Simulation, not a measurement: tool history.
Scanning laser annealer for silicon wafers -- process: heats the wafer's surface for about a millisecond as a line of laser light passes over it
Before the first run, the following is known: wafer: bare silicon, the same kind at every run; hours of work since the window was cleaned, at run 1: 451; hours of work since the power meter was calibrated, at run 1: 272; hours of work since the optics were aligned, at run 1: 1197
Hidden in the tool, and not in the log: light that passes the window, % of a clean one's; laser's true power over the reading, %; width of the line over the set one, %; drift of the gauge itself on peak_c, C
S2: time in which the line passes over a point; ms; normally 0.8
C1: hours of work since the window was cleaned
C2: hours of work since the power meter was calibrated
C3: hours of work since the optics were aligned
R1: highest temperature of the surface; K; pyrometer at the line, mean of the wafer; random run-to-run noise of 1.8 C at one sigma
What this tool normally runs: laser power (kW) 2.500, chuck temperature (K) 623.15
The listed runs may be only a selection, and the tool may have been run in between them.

Run 1, hour 0.0: usual settings; C1 451; C2 272; C3 1197. Result: R1 1298.15 K.
Run 2, hour 19.9: usual settings; C1 461; C2 281; C3 1207. Result: R1 1301.15 K.
Run 3, hour 52.5: usual settings; C1 476; C2 297; C3 1223. Result: R1 1295.15 K.
Run 4, hour 74.7: usual settings; C1 487; C2 308; C3 1234. Result: R1 1292.15 K.
Run 5, hour 106.5: usual settings; C1 503; C2 323; C3 1249. Result: R1 1295.15 K.
Run 6, hour 134.5: usual settings; C1 516; C2 337; C3 1263. Result: R1 1296.15 K.
Run 7, hour 164.6: usual settings; C1 531; C2 352; C3 1277. Result: R1 1295.15 K.
Run 8, hour 192.4: usual settings; C1 545; C2 365; C3 1291. Result: R1 1293.15 K.

Forecast run 9:
At hour 199.6: optics aligned, line set to its width.
Run 9, hour 218.1: usual settings but laser power (kW) 2.545; C1 555; C2 375; C3 9. Result: R1 ?.

Run 9 gave R1 1302.15 K.
The same run, on a tool lacking any hidden state, would have yielded R1 1347.15 K.
